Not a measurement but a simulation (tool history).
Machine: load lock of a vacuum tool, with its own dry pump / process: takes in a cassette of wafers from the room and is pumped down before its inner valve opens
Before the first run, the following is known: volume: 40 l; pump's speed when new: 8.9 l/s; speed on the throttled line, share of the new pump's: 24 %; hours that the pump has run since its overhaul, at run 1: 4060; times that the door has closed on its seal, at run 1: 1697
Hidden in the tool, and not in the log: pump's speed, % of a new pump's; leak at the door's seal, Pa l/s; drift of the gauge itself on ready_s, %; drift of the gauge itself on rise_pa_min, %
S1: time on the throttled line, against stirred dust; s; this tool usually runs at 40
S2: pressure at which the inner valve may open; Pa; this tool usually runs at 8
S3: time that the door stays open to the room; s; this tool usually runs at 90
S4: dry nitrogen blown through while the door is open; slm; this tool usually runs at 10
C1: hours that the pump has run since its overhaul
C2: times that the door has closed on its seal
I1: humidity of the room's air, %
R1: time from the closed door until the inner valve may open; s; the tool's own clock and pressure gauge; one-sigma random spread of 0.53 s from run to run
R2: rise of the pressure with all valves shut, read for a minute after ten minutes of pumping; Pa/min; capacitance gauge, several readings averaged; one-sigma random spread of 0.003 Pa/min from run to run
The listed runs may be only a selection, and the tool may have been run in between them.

| run | hour | S1 | S2 | S3 | S4 | C1 | C2 | I1 | R1 | R2 |
|---|---|---|---|---|---|---|---|---|---|---|
| 1 | 0 | 40 | 8 | 90 | 10 | 4060 | 1697 | 43 | 74.8 | 0.065 |
| 2 | 178.3 | 40 | 8 | 159 | 10 | 4239 | 2003 | 41.1 | 74.7 | 0.082 |
| 3 | 302.6 | 40 | 8 | 159 | 10 | 4363 | 2216 | 45.2 | 75.5 | 0.09 |
| 4 | 461.7 | 40 | 8 | 90 | 10 | 4522 | 2489 | 47 | 75.9 | 0.077 |
| 5 | 708.1 | 40 | 8 | 90 | 32 | 4768 | 2912 | 47.6 | 75.2 | 0.064 |
| 6 | 942.2 | 40 | 8 | 90 | 32 | 5002 | 3313 | 44.2 | 76 | 0.065 |
| 7 | 1181.1 | 40 | 8 | 90 | 32 | 5241 | 3723 | 44.1 | 77.4 | 0.065 |
| 8 | 1372.5 | 40 | 7 | 90 | 10 | 5433 | 4051 | 48.6 | 77 | 0.089 |
| 9 | 1498.4 | 40 | 8 | 90 | 10 | 5559 | 4267 | 44.4 | 76.6 | 0.095 |
| 10 | 1683.2 | 40 | 8 | 90 | 7 | 5743 | 4584 | 46.2 | 77.4 | 0.102 |
| 11 | 1803.2 | 40 | 10 | 90 | 7 | 5864 | 4790 | 45.1 | 75.8 | 0.105 |
| 12 | 2006.6 | 40 | 10 | 90 | 7 | 6067 | 5139 | 43 | 75 | 0.099 |
| 13 | 2197.2 | 40 | 8 | 90 | 10 | 6257 | 5466 | 47.8 | 76.5 | 0.113 |
| 14 | 2439.1 | 40 | 8 | 90 | 10 | 6499 | 5881 | 46.1 | 77.3 | 0.109 |
| 15 | 2589.7 | 40 | 8 | 90 | 10 | 6650 | 6139 | 42.5 | 77.5 | 0.102 |
| 16 | 2776.1 | 40 | 8 | 90 | 10 | 6836 | 6458 | 41.8 | 78 | 0.108 |
| 17 | 2915.8 | 40 | 13 | 90 | 10 | 6976 | 6698 | 42.3 | 74.7 | 0.113 |
| 18 | 3113.5 | 40 | 13 | 90 | 10 | 7174 | 7037 | 47.1 | 75.4 | 0.119 |
| 19 | 3372.3 | 40 | 9 | 90 | 10 | 7433 | 7481 | 44.3 | 76.8 | 0.124 |
| 20 | 3500.3 | 52 | 13 | 49 | 11 | 7561 | 7700 | 43.1 | 82.9 | 0.114 |
| 21 | 3655.6 | 52 | 13 | 49 | 11 | 7716 | 7967 | 44 | 84.5 | 0.116 |
| 22 | 3801.7 | 52 | 13 | 49 | 11 | 7862 | 8217 | 45 | 85 | 0.116 |
| 23 | 4001.9 | 52 | 13 | 49 | 11 | 8062 | 8561 | 46.6 | 84.5 | 0.132 |
| 24 | 4130.1 | 21 | 16 | 90 | 28 | 8190 | 8781 | 41.6 | 61.3 | 0.124 |
| 25 | 4363.6 | 40 | 8 | 38 | 10 | 8424 | 9181 | 48.2 | 79 | 0.132 |
| 26 | 4588.4 | 25 | 7 | 62 | 10 | 8649 | 9567 | 43.5 | 69.4 | 0.142 |
| 27 | 4704 | 25 | 7 | 62 | 10 | 8764 | 9765 | 45.1 | 68.3 | 0.149 |
| 28 | 4866.5 | 40 | 9 | 25 | 10 | 8927 | 10044 | 41.9 | 78.1 | 0.131 |
| 29 | 4983.3 | 37 | 9 | 25 | 10 | 9044 | 10244 | 43.6 | 75.5 | 0.14 |
| 30 | 5205.3 | 22 | 8 | 89 | 5 | 9266 | 10625 | 45.8 | 66.4 | 0.174 |
| 31 | 5391.9 | 22 | 8 | 89 | 5 | 9452 | 10945 | 45.3 | 67.1 | 0.18 |
| 32 | 5521.7 | 22 | 8 | 89 | 5 | 9582 | 11167 | 43.1 | 66.1 | 0.182 |
| 33 | 5754.7 | 22 | 8 | 89 | 10 | 9815 | 11567 | 45.1 | 66.9 | 0.179 |
| 34 | 6015.6 | 22 | 8 | 89 | 10 | 10076 | 12014 | 43.9 | 68.4 | 0.191 |
| 35 | 6235.4 | 40 | 8 | 90 | 23 | 10296 | 12391 | 47.7 | 80.6 | 0.197 |
| 36 | 6379.6 | 20 | 7 | 90 | 16 | 10440 | 12639 | 43 | 67.6 | 0.196 |

Run 37 has not been measured yet. What should we expect?
| 37 | 6619.5 | 20 | 7 | 90 | 16 | 10680 | 13050 | 49.3 | ? | ? |

Run 37 gave R1 66.6 s, R2 0.211 Pa/min.
With no hidden state in the tool, this same run would have given R1 57.9 s, R2 0.052 Pa/min.
